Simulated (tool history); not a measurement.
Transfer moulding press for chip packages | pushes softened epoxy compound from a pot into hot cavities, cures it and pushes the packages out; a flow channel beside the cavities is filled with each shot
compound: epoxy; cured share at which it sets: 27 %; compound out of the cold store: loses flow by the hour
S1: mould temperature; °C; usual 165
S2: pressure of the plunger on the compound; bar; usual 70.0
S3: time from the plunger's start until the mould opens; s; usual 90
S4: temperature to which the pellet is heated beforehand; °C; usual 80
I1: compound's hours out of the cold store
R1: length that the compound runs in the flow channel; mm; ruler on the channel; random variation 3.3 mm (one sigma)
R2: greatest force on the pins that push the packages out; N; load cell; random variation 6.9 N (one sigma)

{"run": 1, "day": 0.0, "S1": 165, "S2": 70.0, "S3": 90, "S4": 80, "I1": 28.9, "R1": 491, "R2": 405}
{"run": 2, "day": 0.333, "S1": 172, "S2": 70.0, "S3": 90, "S4": 80, "I1": 24.3, "R1": 484, "R2": 358}
{"run": 3, "day": 0.729, "S1": 172, "S2": 70.0, "S3": 90, "S4": 80, "I1": 16.8, "R1": 501, "R2": 371}
{"run": 4, "day": 1.033, "S1": 172, "S2": 70.0, "S3": 90, "S4": 80, "I1": 18.2, "R1": 496, "R2": 360}
{"run": 5, "day": 1.396, "S1": 165, "S2": 70.0, "S3": 90, "S4": 80, "I1": 8.4, "R1": 536, "R2": 504}
{"run": 6, "day": 1.658, "S1": 165, "S2": 70.0, "S3": 90, "S4": 80, "I1": 31.9, "R1": 484, "R2": 506}
{"run": 7, "day": 2.042, "S1": 165, "S2": 70.0, "S3": 90, "S4": 80, "I1": 39.3, "R1": 469, "R2": 525}
{"run": 8, "day": 2.346, "S1": 165, "S2": 70.0, "S3": 90, "S4": 80, "I1": 27.6, "R1": 490, "R2": 547}
{"run": 9, "day": 2.6, "S1": 165, "S2": 84.5, "S3": 90, "S4": 80, "I1": 23.5, "R1": 540, "R2": 531}
{"run": 10, "day": 2.817, "S1": 165, "S2": 60.9, "S3": 90, "S4": 80, "I1": 28.5, "R1": 455, "R2": 578}
{"day": 3.275, "done": "cavities cleaned with cleaning compound and waxed"}
{"run": 11, "day": 3.275, "S1": 165, "S2": 60.9, "S3": 90, "S4": 80, "I1": 43.1, "R1": 426, "R2": 726}
{"run": 12, "day": 3.496, "S1": 165, "S2": 60.9, "S3": 90, "S4": 80, "I1": 33.9, "R1": 439, "R2": 720}
{"run": 13, "day": 3.771, "S1": 161, "S2": 70.0, "S3": 90, "S4": 80, "I1": 32.5, "R1": 488, "R2": 916}
{"run": 14, "day": 3.938, "S1": 161, "S2": 70.0, "S3": 90, "S4": 74, "I1": 47.6, "R1": 457, "R2": 888}
{"run": 15, "day": 4.188, "S1": 165, "S2": 78.6, "S3": 72, "S4": 80, "I1": 41.7, "R1": 484, "R2": 1115}
{"run": 16, "day": 4.371, "S1": 172, "S2": 70.0, "S3": 90, "S4": 80, "I1": 29.0, "R1": 469, "R2": 519}
{"run": 17, "day": 4.596, "S1": 157, "S2": 70.0, "S3": 104, "S4": 80, "I1": 15.6, "R1": 530, "R2": 918}
{"day": 4.938, "done": "cavities cleaned with cleaning compound and waxed, once more"}
{"run": 18, "day": 5.012, "S1": 165, "S2": 67.4, "S3": 90, "S4": 87, "I1": 13.1, "R1": 503, "R2": 312}
{"run": 19, "day": 5.396, "S1": 165, "S2": 67.4, "S3": 90, "S4": 87, "I1": 45.2, "R1": 438, "R2": 329}
{"run": 20, "day": 5.654, "S1": 164, "S2": 55.3, "S3": 109, "S4": 88, "I1": 36.9, "R1": 413, "R2": 320}
{"run": 21, "day": 5.921, "S1": 165, "S2": 76.1, "S3": 90, "S4": 88, "I1": 24.9, "R1": 507, "R2": 412}

Forecast run 22:
{"run": 22, "day": 6.162, "S1": 158, "S2": 65.5, "S3": 114, "S4": 88, "I1": 33.5, "R1": "?", "R2": "?"}

{"run 22": {"R1": 469, "R2": 423}}
Without the tool's hidden state the same run would have given R1 498 mm, R2 273 N.
